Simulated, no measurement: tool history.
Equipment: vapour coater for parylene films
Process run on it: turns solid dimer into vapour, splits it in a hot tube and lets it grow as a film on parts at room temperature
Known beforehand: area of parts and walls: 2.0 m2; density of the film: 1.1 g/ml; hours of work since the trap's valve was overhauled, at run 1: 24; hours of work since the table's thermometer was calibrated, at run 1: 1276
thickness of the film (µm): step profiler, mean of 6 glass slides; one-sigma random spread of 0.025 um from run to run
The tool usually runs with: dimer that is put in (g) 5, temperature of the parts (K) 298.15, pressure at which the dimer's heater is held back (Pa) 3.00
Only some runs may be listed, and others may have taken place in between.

run     day  dimer that is put in (g)  temperature of the parts (K)  pressure at which the dimer's heater is held back (Pa)  hours of work since the trap's valve was overhauled  hours of work since the table's thermometer was calibrated  thickness of the film (µm)
  1   0.000                         5                        298.15                                                    3.00                                                   24                                                        1276                        1.82
  2   0.962                         5                        298.15                                                    3.00                                                   45                                                        1297                        1.77
  3   2.096                         5                        298.15                                                    3.00                                                   69                                                        1321                        1.74
  4   3.688                         5                        298.15                                                    3.00                                                  103                                                        1355                        1.71
  5   4.725                         5                        298.15                                                    3.00                                                  126                                                        1377                        1.71
  6   6.375                         5                        298.15                                                    3.00                                                  161                                                        1413                        1.72
  7   8.062                         5                        298.15                                                    3.00                                                  197                                                        1449                        1.73
  8   9.150                         5                        298.15                                                    3.00                                                  220                                                        1472                        1.67
  9  10.329                         5                        298.15                                                    3.00                                                  246                                                        1497                        1.71
 10  11.962                         5                        298.15                                                    3.00                                                  281                                                        1532                        1.64
 11  13.675                         5                        298.15                                                    3.00                                                  317                                                        1569                        1.67
 12  14.412                         5                        298.15                                                    7.36                                                  333                                                        1585                        1.41
 13  15.408                         5                        298.15                                                    7.36                                                  354                                                        1606                        1.43
 14  16.154                         5                        298.15                                                    7.36                                                  370                                                        1622                        1.41
 15  17.750                         5                        298.15                                                    7.36                                                  405                                                        1656                        1.39
     19.308  -- trap's valve overhauled
 16  19.592                         6                        298.15                                                    6.81                                                    6                                                        1692                        1.86
 17  20.567                         6                        298.15                                                    6.81                                                   27                                                        1713                        1.86
 18  22.058                         4                        294.15                                                    3.73                                                   59                                                        1745                        1.61
 19  23.129                         4                        294.15                                                    3.73                                                   82                                                        1768                        1.59
 20  24.662                         4                        294.15                                                    3.03                                                  115                                                        1801                        1.62
     24.812  -- table's thermometer calibrated
 21  25.692                         4                        294.15                                                    3.03                                                  136                                                          19                        1.54
 22  27.362                         4                        294.15                                                    3.03                                                  172                                                          55                        1.51
     27.542  -- table's thermometer calibrated, once more
 23  28.929                         5                        294.15                                                    4.29                                                  204                                                          30                        2.06
 24  30.096                         2                        307.15                                                    3.00                                                  229                                                          55                        0.48
 25  31.029                         8                        290.15                                                    7.95                                                  249                                                          75                        3.37
 26  32.721                         5                        307.15                                                    4.02                                                  285                                                         111                        1.09
 27  33.883                         5                        307.15                                                    4.02                                                  310                                                         136                        1.07
 28  35.300                         5                        307.15                                                    8.07                                                  341                                                         166                        0.95
 29  36.104                         5                        307.15                                                    8.07                                                  358                                                         183                        0.97

Each row is a separate what-if for the run after 29, all from the same tool condition, not one after another. Results?
  A  37.254                         2                        298.15                                                    2.93                                                  383                                                         208                           ?
  B  37.254                         6                        298.15                                                    4.88                                                  383                                                         208                           ?
  C  37.254                         4                        298.15                                                    3.00                                                  383                                                         208                           ?
  D  37.254                         5                        305.15                                                    9.68                                                  383                                                         208                           ?
  E  37.254                         5                        298.15                                                    7.21                                                  383                                                         208                           ?

run  thickness of the film (µm)
  A                        0.67
  B                        1.92
  C                        1.39
  D                        0.98
  E                        1.53
Without the tool's hidden state the same runs would have given:
run  thickness of the film (µm)
  A                        0.74
  B                        2.11
  C                        1.52
  D                        1.08
  E                        1.68
